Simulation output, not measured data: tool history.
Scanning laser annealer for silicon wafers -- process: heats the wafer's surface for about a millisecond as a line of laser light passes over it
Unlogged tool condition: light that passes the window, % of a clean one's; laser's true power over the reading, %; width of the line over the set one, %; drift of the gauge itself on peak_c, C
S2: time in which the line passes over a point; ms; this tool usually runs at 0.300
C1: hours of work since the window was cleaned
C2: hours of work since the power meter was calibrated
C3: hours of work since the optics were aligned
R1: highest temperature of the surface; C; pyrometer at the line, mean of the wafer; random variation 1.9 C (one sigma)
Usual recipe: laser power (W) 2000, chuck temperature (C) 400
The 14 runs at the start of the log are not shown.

Run 15, hour 532.4: usual settings but S2 0.321 ms; C1 149; C2 1126; C3 177. Result: R1 1191 C.
Run 16, hour 574.4: usual settings but S2 0.321 ms; C1 183; C2 1160; C3 210. Result: R1 1192 C.
Run 17, hour 606.2: usual settings; C1 208; C2 1185; C3 236. Result: R1 1165 C.
Run 18, hour 654.7: usual settings; C1 247; C2 1224; C3 274. Result: R1 1165 C.
Run 19, hour 696.7: usual settings but S2 0.210 ms; C1 280; C2 1257; C3 307. Result: R1 1057 C.
Run 20, hour 743.0: usual settings but S2 0.210 ms; C1 317; C2 1294; C3 344. Result: R1 1053 C.
Run 21, hour 763.3: usual settings but laser power (W) 1945, S2 0.210 ms; C1 333; C2 1310; C3 360. Result: R1 1039 C.
Run 22, hour 810.8: usual settings but laser power (W) 1945, S2 0.210 ms; C1 371; C2 1348; C3 398. Result: R1 1034 C.
Run 23, hour 853.3: usual settings but laser power (W) 1945, S2 0.210 ms; C1 404; C2 1381; C3 432. Result: R1 1036 C.
Run 24, hour 901.1: usual settings but laser power (W) 1732, S2 0.278 ms; C1 442; C2 1419; C3 470. Result: R1 1034 C.
Run 25, hour 939.0: usual settings but laser power (W) 1787, chuck temperature (C) 396; C1 473; C2 1449; C3 500. Result: R1 1073 C.
Run 26, hour 970.1: usual settings but S2 0.219 ms, chuck temperature (C) 435; C1 497; C2 1474; C3 525. Result: R1 1096 C.
Run 27, hour 1012.7: usual settings but S2 0.219 ms, chuck temperature (C) 435; C1 531; C2 1508; C3 559. Result: R1 1093 C.
Run 28, hour 1043.4: usual settings but laser power (W) 2072, chuck temperature (C) 401; C1 555; C2 1532; C3 583. Result: R1 1177 C.
Run 29, hour 1090.8: usual settings but laser power (W) 1922, S2 0.261 ms, chuck temperature (C) 401; C1 593; C2 1570; C3 621. Result: R1 1080 C.
Run 30, hour 1112.4: usual settings but laser power (W) 2135, S2 0.218 ms, chuck temperature (C) 414; C1 610; C2 1587; C3 638. Result: R1 1110 C.
Run 31, hour 1145.1: usual settings but laser power (W) 2117, S2 0.371 ms, chuck temperature (C) 371; C1 636; C2 1613; C3 664. Result: R1 1236 C.
At hour 1164.5: window over the wafer cleaned.
Run 32, hour 1182.0: usual settings but laser power (W) 2030, S2 0.232 ms, chuck temperature (C) 428; C1 14; C2 1641; C3 691. Result: R1 1125 C.
Run 33, hour 1212.6: usual settings but laser power (W) 1873, S2 0.244 ms, chuck temperature (C) 430; C1 38; C2 1665; C3 716. Result: R1 1089 C.
Run 34, hour 1240.4: usual settings but laser power (W) 1873, S2 0.244 ms, chuck temperature (C) 430; C1 60; C2 1687; C3 738. Result: R1 1088 C.

Expected results for the next run?
Run 35, hour 1266.2: usual settings but laser power (W) 2185, S2 0.224 ms; C1 81; C2 1708; C3 758. Result: R1 ?.

Run 35 came out at R1 1135 C.
If the tool had no hidden condition, the same run with the same run-to-run variation would have returned R1 1145 C.
